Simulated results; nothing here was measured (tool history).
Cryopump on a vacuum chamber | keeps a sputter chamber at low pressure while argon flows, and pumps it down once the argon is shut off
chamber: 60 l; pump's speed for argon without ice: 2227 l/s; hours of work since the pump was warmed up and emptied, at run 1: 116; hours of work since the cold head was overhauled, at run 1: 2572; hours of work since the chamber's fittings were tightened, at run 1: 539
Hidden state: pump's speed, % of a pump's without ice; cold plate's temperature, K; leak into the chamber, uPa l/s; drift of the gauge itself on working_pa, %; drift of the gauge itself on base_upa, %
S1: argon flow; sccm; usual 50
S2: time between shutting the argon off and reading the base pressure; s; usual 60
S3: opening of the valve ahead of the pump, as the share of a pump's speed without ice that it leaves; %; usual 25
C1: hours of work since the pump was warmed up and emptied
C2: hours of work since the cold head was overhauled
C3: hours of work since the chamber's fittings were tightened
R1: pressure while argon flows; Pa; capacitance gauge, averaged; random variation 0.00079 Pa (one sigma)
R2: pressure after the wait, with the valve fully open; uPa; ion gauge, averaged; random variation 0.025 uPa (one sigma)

run    hour  S1   S2  S3   C1    C2    C3      R1    R2
  1       0  50   60  25  116  2572   539  0.1548   1.3
  2      59  50   24  25  150  2606   572  0.1572  2.63
  3   128.5  50   60  25  190  2646   612  0.1577  1.38
  4   240.3  62   60  25  254  2710   677  0.1999  1.38
  5   313.1  50   60  25  296  2751   718  0.1624  1.49
  6   405.5  50   60  25  349  2805   771  0.1634  1.61
  7   463.2  50   60  25  382  2838   805  0.1654  1.67
  8   532.6  50   60  25  422  2878   844   0.169  1.67
      569.9  -- pump warmed up, emptied and cooled again
  9   612.4  50   60  25   24  2920   887  0.1536  1.47
 10   726.6  50  186  25   90  2986   953  0.1555  1.01
 11   820.5  50  186  25  144  3040  1007  0.1552     1
 12     889  50  186  25  183  3079  1046   0.159  1.03
 13   944.1  50  186  25  215  3111  1078  0.1607  1.13
 14   998.5  76   60  25  246  3142  1109  0.2445  1.76
 15  1080.3  76   60  25  293  3189  1156  0.2463  1.82
 16  1137.6  76   60  25  326  3222  1189   0.251  1.83
 17  1231.1  50   60  26  380  3276  1242  0.1607  1.93
     1338.9  -- pump warmed up, emptied and cooled again
 18  1343.2  50   60  26    2  3337  1304  0.1459  1.62
 19  1394.3  45   60  23   32  3366  1333  0.1495  1.76
 20  1486.6  21  159  20   85  3419  1386  0.0804  1.25
 21  1588.9  21  159  20  143  3478  1445  0.0823  1.33
 22  1672.9  51   21  56  192  3526  1493  0.0768  3.56
 23  1740.3  61  294  30  230  3565  1532  0.1659  1.29
 24  1793.5  61  294  30  261  3596  1562  0.1655  1.37
     1806.4  -- leaking fittings of the chamber tightened, without venting
 25  1906.5  61   49  27  325  3659    57  0.1852  1.22
 26    1974  50   60  20  363  3698    96  0.2034  1.15
 27  2035.6  26   58  58  399  3733   132  0.0431  1.14
       2107  -- pump warmed up, emptied and cooled again
 28  2155.3  50  116  25   28  3799   197  0.1531   0.7
 29  2217.7  50  116  25   64  3835   233  0.1545  0.74
 30    2315  50  116  25  119  3891   289  0.1567  0.81
 31    2373  29  146  25  153  3924   322  0.0918  0.71
 32  2471.6  66   58  25  209  3981   379  0.2106   1.3
 33  2540.6  66   58  25  249  4020   419  0.2131  1.33

3 ways to go on from here, each from the tool as it stands after run 33. What would each give?
  A  2622  29   26  37  296  4067  465   ?   ?
  B  2622  66  259  30  296  4067  465   ?   ?
  C  2622  64   60  25  296  4067  465   ?   ?

run      R1    R2
  A  0.0656   2.6
  B  0.1822  0.72
  C  0.2084   1.4
Without the tool's hidden state the same runs would have given:
run      R1    R2
  A  0.0592  2.22
  B  0.1676  0.35
  C  0.1943  1.02
